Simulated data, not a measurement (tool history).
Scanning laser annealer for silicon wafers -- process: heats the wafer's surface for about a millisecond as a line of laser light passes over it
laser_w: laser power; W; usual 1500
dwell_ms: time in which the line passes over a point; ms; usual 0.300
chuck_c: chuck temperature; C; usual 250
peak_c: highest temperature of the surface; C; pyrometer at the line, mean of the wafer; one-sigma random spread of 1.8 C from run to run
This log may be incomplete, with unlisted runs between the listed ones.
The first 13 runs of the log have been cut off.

run   hour  laser_w  dwell_ms  chuck_c  peak_c
 14  547.4     1500     0.300      250     956
 15  584.1     1500     0.300      250     952
 16  618.2     1352     0.300      250     860
 17  644.8     1352     0.300      250     857
 18  701.6     1301     0.298      222     793
 19  732.6     1314     0.331      284     891
 20  760.7     1314     0.331      284     890
 21  787.1     1500     0.363      238     993
 22  814.1     1500     0.225      250     839
     838.6  -- window over the wafer cleaned
 23  858.5     1563     0.296      246     991

What will run 24 give?
 24  916.5     1563     0.296      246       ?

peak_c: 987 C
If the tool had no hidden condition, the same run with the same run-to-run variation would have returned peak_c 1017 C.
